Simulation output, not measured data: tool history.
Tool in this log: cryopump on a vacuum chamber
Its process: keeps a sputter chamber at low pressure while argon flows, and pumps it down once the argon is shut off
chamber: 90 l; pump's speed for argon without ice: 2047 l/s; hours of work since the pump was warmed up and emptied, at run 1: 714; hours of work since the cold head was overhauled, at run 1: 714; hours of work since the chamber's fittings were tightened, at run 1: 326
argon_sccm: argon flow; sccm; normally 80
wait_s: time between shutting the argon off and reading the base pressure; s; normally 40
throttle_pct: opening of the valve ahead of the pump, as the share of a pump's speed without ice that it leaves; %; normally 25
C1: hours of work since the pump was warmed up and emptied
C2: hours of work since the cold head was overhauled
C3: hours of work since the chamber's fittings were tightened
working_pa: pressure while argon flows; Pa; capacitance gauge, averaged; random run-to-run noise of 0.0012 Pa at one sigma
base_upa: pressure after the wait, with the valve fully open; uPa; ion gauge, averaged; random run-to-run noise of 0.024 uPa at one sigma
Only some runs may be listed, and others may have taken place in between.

{"run": 1, "hour": 0.0, "argon_sccm": 80, "wait_s": 40, "throttle_pct": 25, "C1": 714, "C2": 714, "C3": 326, "working_pa": 0.2819, "base_upa": 1.25}
{"run": 2, "hour": 13.9, "argon_sccm": 80, "wait_s": 40, "throttle_pct": 25, "C1": 725, "C2": 725, "C3": 336, "working_pa": 0.2809, "base_upa": 1.3}
{"run": 3, "hour": 34.7, "argon_sccm": 80, "wait_s": 200, "throttle_pct": 25, "C1": 740, "C2": 740, "C3": 352, "working_pa": 0.2823, "base_upa": 0.7}
{"run": 4, "hour": 56.8, "argon_sccm": 80, "wait_s": 200, "throttle_pct": 25, "C1": 757, "C2": 757, "C3": 369, "working_pa": 0.2824, "base_upa": 0.74}
{"run": 5, "hour": 67.7, "argon_sccm": 80, "wait_s": 40, "throttle_pct": 25, "C1": 765, "C2": 765, "C3": 377, "working_pa": 0.2847, "base_upa": 1.33}
{"run": 6, "hour": 81.3, "argon_sccm": 80, "wait_s": 40, "throttle_pct": 25, "C1": 775, "C2": 775, "C3": 387, "working_pa": 0.2826, "base_upa": 1.37}
{"run": 7, "hour": 95.2, "argon_sccm": 80, "wait_s": 40, "throttle_pct": 25, "C1": 786, "C2": 786, "C3": 398, "working_pa": 0.2858, "base_upa": 1.29}
{"run": 8, "hour": 107.7, "argon_sccm": 37, "wait_s": 40, "throttle_pct": 25, "C1": 795, "C2": 795, "C3": 407, "working_pa": 0.1313, "base_upa": 1.37}
{"run": 9, "hour": 132.2, "argon_sccm": 37, "wait_s": 40, "throttle_pct": 25, "C1": 814, "C2": 814, "C3": 425, "working_pa": 0.1307, "base_upa": 1.37}
{"run": 10, "hour": 149.5, "argon_sccm": 80, "wait_s": 40, "throttle_pct": 25, "C1": 827, "C2": 827, "C3": 439, "working_pa": 0.285, "base_upa": 1.41}
{"run": 11, "hour": 170.7, "argon_sccm": 119, "wait_s": 40, "throttle_pct": 25, "C1": 843, "C2": 843, "C3": 455, "working_pa": 0.4262, "base_upa": 1.44}
{"run": 12, "hour": 192.0, "argon_sccm": 80, "wait_s": 39, "throttle_pct": 25, "C1": 859, "C2": 859, "C3": 471, "working_pa": 0.2852, "base_upa": 1.46}
{"run": 13, "hour": 216.0, "argon_sccm": 80, "wait_s": 39, "throttle_pct": 25, "C1": 877, "C2": 877, "C3": 489, "working_pa": 0.2883, "base_upa": 1.55}
{"run": 14, "hour": 232.1, "argon_sccm": 80, "wait_s": 39, "throttle_pct": 25, "C1": 889, "C2": 889, "C3": 501, "working_pa": 0.2865, "base_upa": 1.49}
{"run": 15, "hour": 255.6, "argon_sccm": 80, "wait_s": 39, "throttle_pct": 25, "C1": 907, "C2": 907, "C3": 519, "working_pa": 0.287, "base_upa": 1.51}
{"run": 16, "hour": 266.8, "argon_sccm": 80, "wait_s": 39, "throttle_pct": 25, "C1": 915, "C2": 915, "C3": 527, "working_pa": 0.2901, "base_upa": 1.56}
{"run": 17, "hour": 286.6, "argon_sccm": 110, "wait_s": 148, "throttle_pct": 15, "C1": 930, "C2": 930, "C3": 542, "working_pa": 0.6438, "base_upa": 1.02}
{"run": 18, "hour": 309.7, "argon_sccm": 37, "wait_s": 151, "throttle_pct": 53, "C1": 948, "C2": 948, "C3": 559, "working_pa": 0.0698, "base_upa": 1.05}
{"run": 19, "hour": 322.9, "argon_sccm": 37, "wait_s": 151, "throttle_pct": 53, "C1": 958, "C2": 958, "C3": 569, "working_pa": 0.0693, "base_upa": 1.01}
{"run": 20, "hour": 335.0, "argon_sccm": 37, "wait_s": 151, "throttle_pct": 53, "C1": 967, "C2": 967, "C3": 578, "working_pa": 0.0704, "base_upa": 1.06}
{"run": 21, "hour": 345.9, "argon_sccm": 76, "wait_s": 46, "throttle_pct": 56, "C1": 975, "C2": 975, "C3": 587, "working_pa": 0.1387, "base_upa": 1.48}
{"run": 22, "hour": 365.9, "argon_sccm": 80, "wait_s": 29, "throttle_pct": 19, "C1": 990, "C2": 990, "C3": 602, "working_pa": 0.3763, "base_upa": 1.87}
{"run": 23, "hour": 379.3, "argon_sccm": 47, "wait_s": 105, "throttle_pct": 25, "C1": 1000, "C2": 1000, "C3": 612, "working_pa": 0.172, "base_upa": 1.17}
{"run": 24, "hour": 399.5, "argon_sccm": 155, "wait_s": 21, "throttle_pct": 57, "C1": 1015, "C2": 1015, "C3": 627, "working_pa": 0.2823, "base_upa": 2.38}

What does the tool deliver on the next run?
{"run": 25, "hour": 425.4, "argon_sccm": 155, "wait_s": 171, "throttle_pct": 57, "C1": 1035, "C2": 1035, "C3": 647, "working_pa": "?", "base_upa": "?"}

{"run 25": {"working_pa": 0.2804, "base_upa": 1.14}}
With the hidden condition absent and the run-to-run variation left alone, this run would have shown working_pa 0.2229 Pa, base_upa 0.34 uPa.
